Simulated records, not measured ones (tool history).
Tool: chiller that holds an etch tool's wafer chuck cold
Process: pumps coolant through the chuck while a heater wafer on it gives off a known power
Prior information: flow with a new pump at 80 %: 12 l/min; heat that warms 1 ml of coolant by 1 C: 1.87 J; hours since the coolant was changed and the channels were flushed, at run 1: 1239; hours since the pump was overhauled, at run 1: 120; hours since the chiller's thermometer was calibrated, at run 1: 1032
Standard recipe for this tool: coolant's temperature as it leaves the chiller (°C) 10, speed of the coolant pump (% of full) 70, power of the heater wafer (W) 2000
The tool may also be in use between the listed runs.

run	hour	coolant's temperature as it leaves the chiller (°C)	speed of the coolant pump (% of full)	power of the heater wafer (W)	hours since the coolant was changed and the channels were flushed	hours since the pump was overhauled	hours since the chiller's thermometer was calibrated	chuck's temperature once it has settled (°C)	how much warmer the coolant comes back (C)
1	0.0	10	70	2000	1239	120	1032	24.4	6.12
2	42.2	10	70	2000	1281	162	1074	24.5	6.18
3	76.0	10	70	2160	1315	196	1108	25.4	6.66
4	110.8	10	70	2595	1350	231	1143	28.7	7.98
5	135.8	10	70	2595	1375	256	1168	28.8	8.03
6	165.3	10	96	2000	1405	285	1197	20.8	4.52
7	193.7	10	96	2000	1433	314	1226	20.8	4.59
8	216.4	10	70	2000	1456	337	1248	24.3	6.19
9	238.3	10	70	2000	1478	358	1270	24.4	6.16
10	266.0	10	65	2000	1505	386	1298	25.3	6.73
11	303.7	10	65	2000	1543	424	1335	25.7	6.67
12	337.8	10	65	2000	1577	458	1370	25.5	6.64
13	388.3	2	70	2000	1628	508	1420	16.6	6.16
14	410.3	10	70	1161	1650	531	1442	18.4	3.65
15	459.2	10	70	1161	1699	579	1491	18.6	3.63
16	488.8	1	70	2000	1728	609	1521	15.3	6.17
17	523.2	11	60	1180	1763	643	1555	20.8	4.31
18	553.3	2	90	2766	1793	673	1585	18.2	6.76
19	585.2	14	75	1503	1824	705	1617	24.5	4.44
20	615.9	13	62	1043	1855	736	1648	21.3	3.63

Expected results for the next run?
21	641.3	13	62	1043	1881	762	1673	?	?

{"run 21": {"chuck's temperature once it has settled (°C)": 21.5, "how much warmer the coolant comes back (C)": 3.67}}
The same run, on a tool lacking any hidden state, would have yielded chuck's temperature once it has settled (°C) 21.1, how much warmer the coolant comes back (C) 3.60.
